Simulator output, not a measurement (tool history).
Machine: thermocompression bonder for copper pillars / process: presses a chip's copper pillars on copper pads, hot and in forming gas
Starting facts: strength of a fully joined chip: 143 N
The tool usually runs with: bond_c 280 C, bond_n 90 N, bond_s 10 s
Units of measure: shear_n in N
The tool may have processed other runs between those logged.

Run 1, day 0.000: usual settings. Result: shear_n 57.8 N.
Run 2, day 1.850: usual settings. Result: shear_n 56.2 N.
Run 3, day 3.708: usual settings. Result: shear_n 56.1 N.
Run 4, day 5.129: usual settings but bond_c 309 C. Result: shear_n 81.7 N.
Run 5, day 7.596: usual settings but bond_c 309 C. Result: shear_n 79.5 N.
Run 6, day 8.946: usual settings. Result: shear_n 53.0 N.
At day 10.250: forming gas filter changed.
Run 7, day 10.458: usual settings. Result: shear_n 56.6 N.
Run 8, day 12.292: usual settings but bond_s 9 s. Result: shear_n 54.1 N.
Run 9, day 15.388: usual settings but bond_s 6 s. Result: shear_n 44.6 N.
Run 10, day 18.500: usual settings but bond_s 6 s. Result: shear_n 43.0 N.
At day 21.517: forming gas filter changed.
Run 11, day 21.625: usual settings. Result: shear_n 56.5 N.
Run 12, day 23.888: usual settings. Result: shear_n 55.4 N.
Run 13, day 26.150: usual settings. Result: shear_n 53.8 N.
Run 14, day 27.408: usual settings. Result: shear_n 54.9 N.
Run 15, day 28.846: usual settings but bond_c 275 C, bond_n 111 N, bond_s 23 s. Result: shear_n 79.5 N.
Run 16, day 31.462: usual settings but bond_c 275 C, bond_n 111 N, bond_s 23 s. Result: shear_n 77.3 N.
At day 32.754: forming gas filter changed.
Run 17, day 32.779: usual settings but bond_c 275 C, bond_n 111 N, bond_s 23 s. Result: shear_n 83.8 N.
Run 18, day 35.896: usual settings but bond_c 292 C, bond_n 124 N, bond_s 26 s. Result: shear_n 109.4 N.
Run 19, day 38.867: usual settings but bond_c 292 C, bond_n 75 N, bond_s 26 s. Result: shear_n 74.6 N.
Run 20, day 40.704: usual settings but bond_c 285 C. Result: shear_n 57.1 N.
Run 21, day 42.138: usual settings but bond_c 285 C. Result: shear_n 55.8 N.
At day 43.575: heater calibrated with a thermocouple chip.
At day 44.058: forming gas filter changed.
Run 22, day 44.996: usual settings but bond_c 251 C, bond_s 5 s. Result: shear_n 28.6 N.
Run 23, day 47.783: usual settings but bond_c 261 C, bond_n 87 N, bond_s 5 s. Result: shear_n 32.1 N.
Run 24, day 49.062: usual settings but bond_c 257 C, bond_n 107 N. Result: shear_n 50.0 N.
Run 25, day 51.975: usual settings but bond_c 284 C, bond_n 124 N. Result: shear_n 83.7 N.
Run 26, day 54.746: usual settings but bond_c 284 C, bond_n 56 N. Result: shear_n 38.5 N.
At day 55.238: forming gas filter changed.
Run 27, day 57.842: usual settings but bond_c 292 C, bond_n 56 N, bond_s 26 s. Result: shear_n 66.5 N.

Measured less the same run without the tool's hidden state. The same run-to-run variation is in both; the gauge's scatter may not be:
Hidden state present: true temperature of the bond over the reading, C; force that reaches the chip, % of what is set; oxide that the forming gas leaves, % of the face; drift of the gauge itself on shear_n, %.
run  shear_n
  1     -4.1
  2     -5.0
  3     -6.0
  4     -8.1
  5     -9.9
  6     -8.6
  7     -4.1
  8     -4.8
  9     -5.4
 10     -6.6
 11     -4.5
 12     -5.7
 13     -6.8
 14     -7.4
 15    -10.7
 16    -12.7
 17     -6.0
 18     -7.5
 19     -9.6
 20     -9.4
 21    -10.1
 22     +1.6
 23     +1.0
 24     +0.8
 25     -2.2
 26     -1.4
 27     +1.4

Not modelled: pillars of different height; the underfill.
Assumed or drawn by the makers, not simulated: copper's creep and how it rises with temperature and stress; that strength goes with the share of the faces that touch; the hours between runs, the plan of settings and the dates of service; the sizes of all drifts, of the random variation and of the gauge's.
